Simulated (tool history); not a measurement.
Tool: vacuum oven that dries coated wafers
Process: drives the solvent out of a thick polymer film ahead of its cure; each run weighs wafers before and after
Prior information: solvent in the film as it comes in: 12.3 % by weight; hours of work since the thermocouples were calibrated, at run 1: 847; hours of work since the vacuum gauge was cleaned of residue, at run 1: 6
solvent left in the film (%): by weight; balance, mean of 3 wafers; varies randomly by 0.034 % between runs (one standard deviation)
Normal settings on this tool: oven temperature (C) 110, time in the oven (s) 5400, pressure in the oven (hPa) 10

run	hour	oven temperature (C)	time in the oven (s)	pressure in the oven (hPa)	hours of work since the thermocouples were calibrated	hours of work since the vacuum gauge was cleaned of residue	solvent left in the film (%)
1	0	110	5400	10	847	6	2.34
2	9.7	110	5400	10	852	12	2.28
3	26.6	110	5400	10	863	22	2.34
4	39.6	101	5400	10	871	30	3.54
5	56.1	101	5400	10	881	40	3.62
6	68.8	103	5400	10	888	48	3.32
7	82	103	5400	10	896	56	3.31
8	95.6	103	5400	10	905	64	3.3
9	107.1	103	5400	10	912	71	3.29
10	126.3	103	5400	10	923	83	3.36
11	139	103	5400	10	931	90	3.39
12	158.2	113	5400	10	943	102	1.96
13	169.7	113	5400	10	950	109	1.99
14	185.7	113	5400	10	959	119	1.99
15	197.3	110	8100	10	966	126	1.39
16	210.9	110	8100	10	975	134	1.35
17	225.9	110	8100	10	984	143	1.36
18	237.2	110	8100	10	991	150	1.4
19	249.5	110	8100	10	998	157	1.42
20	261.3	110	5400	10	1005	165	2.38
21	280.2	110	5400	10	1017	176	2.4
22	300.9	110	9000	10	1029	189	1.19
23	313.5	110	9000	10	1037	196	1.23
24	325.1	110	5160	6	1044	203	2.29
25	341.7	110	5160	6	1054	214	2.26
26	351.7	110	5160	36.5	1060	220	3.97
27	361.1	110	7740	5.7	1066	225	1.2
28	376.9	110	7740	5.7	1076	235	1.25
29	388.7	123	6000	35	1083	242	1.94
30	401.9	122	6000	35	1091	250	2.03
31	416.6	122	6000	35	1100	259	2.04
32	437	117	3180	8.3	1112	271	3.1
33	454.3	120	4380	9.2	1123	282	1.77
34	473.5	109	4140	27.6	1134	294	4.3
35	492.7	110	7800	20	1146	305	2.09
36	509.8	122	2880	10.2	1156	316	2.87
37	524.3	122	2760	10.3	1165	325	2.94
38	537.8	122	6960	16.7	1173	333	1.04
39	548.4	100	3840	36.9	1180	339	6.64
40	567.3	100	3840	36.9	1191	351	6.75
41	585.7	108	6780	10	1203	362	2.08
42	595.2	108	6780	10	1208	368	2.09
43	613.3	125	9120	24.4	1219	379	1.13
44	623	125	9120	24.4	1225	385	1.18
45	641.3	125	9120	24.4	1236	396	1.03
46	655.7	112	9120	24.4	1245	404	2.02

A few steps of solvent left in the film (%) between consecutive runs. Split each: what settings, incoming material and random variation would produce without the hidden state, and what is left over for the hidden state, along with gauge scatter present in only one of the two compared results (measured, and without hidden state):
Hidden conditions of the tool in this case: true wafer temperature over the reading, C; true pressure over the reading, kPa; drift of the gauge itself on solvent_pct, %.
Run 26 -> 27: time in the oven (s) 5160 -> 7740, pressure in the oven (hPa) 36.5 -> 5.7. solvent left in the film (%) -2.77: hidden state -0.15, all else -2.62.
Run 38 -> 39: oven temperature (C) 122 -> 100, time in the oven (s) 6960 -> 3840, pressure in the oven (hPa) 16.7 -> 36.9. solvent left in the film (%) +5.6: hidden state +0.3, all else +5.3.
Run 40 -> 41: oven temperature (C) 100 -> 108, time in the oven (s) 3840 -> 6780, pressure in the oven (hPa) 36.9 -> 10. solvent left in the film (%) -4.67: hidden state -0.15, all else -4.52.
Run 42 -> 43: oven temperature (C) 108 -> 125, time in the oven (s) 6780 -> 9120, pressure in the oven (hPa) 10 -> 24.4. solvent left in the film (%) -0.96: hidden state -0.2, all else -0.76.
